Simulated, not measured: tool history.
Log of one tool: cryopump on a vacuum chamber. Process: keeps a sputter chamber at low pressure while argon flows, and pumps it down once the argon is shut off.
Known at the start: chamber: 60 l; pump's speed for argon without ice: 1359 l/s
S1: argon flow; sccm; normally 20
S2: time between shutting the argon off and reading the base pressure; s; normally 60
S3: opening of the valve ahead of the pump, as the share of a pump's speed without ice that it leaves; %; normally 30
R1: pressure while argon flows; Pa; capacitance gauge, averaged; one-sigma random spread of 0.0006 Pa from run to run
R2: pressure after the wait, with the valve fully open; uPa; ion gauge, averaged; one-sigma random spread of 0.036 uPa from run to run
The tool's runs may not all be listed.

Run 1, hour 0: usual settings. Result: R1 0.0833 Pa, R2 2.26 uPa.
Run 2, hour 29.7: usual settings. Result: R1 0.085 Pa, R2 2.16 uPa.
Run 3, hour 62.8: usual settings but S2 49 s. Result: R1 0.085 Pa, R2 2.66 uPa.
Run 4, hour 92: usual settings but S3 32 %. Result: R1 0.0795 Pa, R2 2.11 uPa.
Run 5, hour 123.6: usual settings. Result: R1 0.0844 Pa, R2 2.15 uPa.
Run 6, hour 159.7: usual settings but S2 179 s. Result: R1 0.0848 Pa, R2 1.01 uPa.
Run 7, hour 203.6: usual settings but S1 33 sccm. Result: R1 0.1397 Pa, R2 2.3 uPa.
Run 8, hour 266.1: usual settings but S1 33 sccm, S2 105 s. Result: R1 0.1389 Pa, R2 1.44 uPa.
Run 9, hour 293.2: usual settings but S3 18 %. Result: R1 0.1404 Pa, R2 2.26 uPa.
Run 10, hour 323.4: usual settings but S3 18 %. Result: R1 0.1411 Pa, R2 2.38 uPa.
Run 11, hour 367.7: usual settings but S3 18 %. Result: R1 0.1409 Pa, R2 2.26 uPa.
Run 12, hour 419.2: usual settings but S3 18 %. Result: R1 0.1412 Pa, R2 2.24 uPa.
Run 13, hour 459.6: usual settings but S2 77 s. Result: R1 0.0859 Pa, R2 1.84 uPa.
Run 14, hour 514.5: usual settings but S1 10 sccm, S2 64 s, S3 16 %. Result: R1 0.0798 Pa, R2 2.07 uPa.
Run 15, hour 574.5: usual settings but S1 10 sccm, S2 64 s, S3 16 %. Result: R1 0.0793 Pa, R2 2.17 uPa.
Run 16, hour 634.4: usual settings but S1 10 sccm, S2 64 s, S3 16 %. Result: R1 0.0791 Pa, R2 2.21 uPa.
Run 17, hour 671.5: usual settings but S2 107 s, S3 23 %. Result: R1 0.1106 Pa, R2 1.42 uPa.
Run 18, hour 731.7: usual settings but S1 28 sccm. Result: R1 0.1219 Pa, R2 2.33 uPa.
Run 19, hour 759.2: usual settings but S1 28 sccm. Result: R1 0.1215 Pa, R2 2.23 uPa.
Run 20, hour 803.8: usual settings but S1 9 sccm, S3 28 %. Result: R1 0.0423 Pa, R2 2.29 uPa.
Run 21, hour 851.6: usual settings but S1 9 sccm, S2 150 s, S3 21 %. Result: R1 0.0556 Pa, R2 1.23 uPa.

What does the tool deliver on the next run?
Run 22, hour 884.3: usual settings but S1 9 sccm, S2 150 s, S3 21 %. Result: R1 ?, R2 ?.

R1: 0.0545 Pa
R2: 1.25 uPa
The same run, on a tool lacking any hidden state, would have yielded R1 0.0525 Pa, R2 0.93 uPa.
